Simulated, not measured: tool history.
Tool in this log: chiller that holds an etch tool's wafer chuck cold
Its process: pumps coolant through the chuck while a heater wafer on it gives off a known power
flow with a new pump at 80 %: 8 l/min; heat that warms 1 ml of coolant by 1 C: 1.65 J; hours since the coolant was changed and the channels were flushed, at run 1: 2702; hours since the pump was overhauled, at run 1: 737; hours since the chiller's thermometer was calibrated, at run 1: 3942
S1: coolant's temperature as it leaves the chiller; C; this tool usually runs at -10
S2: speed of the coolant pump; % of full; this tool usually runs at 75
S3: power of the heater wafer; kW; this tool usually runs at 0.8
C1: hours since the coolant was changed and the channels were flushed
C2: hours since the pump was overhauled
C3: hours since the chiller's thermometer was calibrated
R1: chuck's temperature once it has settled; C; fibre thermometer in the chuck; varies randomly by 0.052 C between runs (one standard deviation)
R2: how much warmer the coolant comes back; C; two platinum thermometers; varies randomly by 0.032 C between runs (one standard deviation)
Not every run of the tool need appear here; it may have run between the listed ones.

run,hour,S1,S2,S3,C1,C2,C3,R1,R2
1,0,-10,75,0.8,2702,737,3942,-4.15,3.89
2,20.4,-10,75,0.8,2722,757,3962,-4.17,3.91
3,51.7,-10,75,0.8,2754,789,3993,-4.22,3.9
4,85.1,-10,75,0.8,2787,822,4027,-4.12,3.91
5,115,-10,73,0.8,2817,852,4057,-4.1,4
6,138.7,-10,73,0.8,2841,876,4080,-4.09,4.09
7,174.2,-10,75,0.706,2876,911,4116,-4.89,3.49
8,205,-10,75,0.8,2907,942,4147,-4,3.89
9,236.3,-10,75,0.8,2938,973,4178,-4.23,3.86
10,266.4,-10,75,0.8,2968,1003,4208,-4.08,3.98
# hour 273.4: coolant pump overhauled
11,305.5,-10,75,0.8,3002,32,4242,-4.12,4.03
12,337.9,-10,75,0.8,3035,64,4275,-4.14,3.99
13,375.2,-10,89,0.8,3072,102,4312,-4.74,3.38
# hour 383.7: coolant pump overhauled, once more
14,422,-10,89,0.961,3114,38,4354,-3.72,3.87
15,445.6,-10,89,0.961,3138,62,4377,-3.88,3.92
16,468.4,-9,65,0.961,3160,85,4400,-1.19,5.32
17,494.9,-5,91,0.8,3187,111,4427,-0.01,3.18
18,525.2,-10,67,1.094,3217,141,4457,-1.14,5.93
19,553.4,-10,67,0.506,3245,170,4485,-6.28,2.73
20,597.6,-10,77,0.499,3289,214,4529,-6.74,2.34
21,626.5,-10,100,0.636,3318,243,4558,-6.28,2.26
22,665.8,-15,71,0.8,3358,282,4597,-8.95,4.12
23,689.6,-4,71,0.8,3382,306,4621,1.95,4.06
24,711.4,-4,71,0.8,3403,328,4643,2.09,4.1
25,738.8,-4,71,0.8,3431,355,4671,2,4.15

Each row is a separate what-if for the run after 25, all from the same tool condition, not one after another. Results?
A,771.9,-10,65,0.8,3464,388,4704,?,?
B,771.9,-3,71,0.555,3464,388,4704,?,?
C,771.9,-17,66,0.8,3464,388,4704,?,?
D,771.9,-4,71,1.112,3464,388,4704,?,?
E,771.9,-7,82,0.978,3464,388,4704,?,?

run,R1,R2
A,-3.59,4.44
B,0.98,2.88
C,-10.59,4.41
D,4.67,5.75
E,-0.12,4.35
The same runs, with their run-to-run variation unchanged, on a tool lacking any hidden condition would have given:
run,R1,R2
A,-3.24,4.42
B,1.43,2.87
C,-10.24,4.39
D,4.91,5.73
E,0.19,4.33
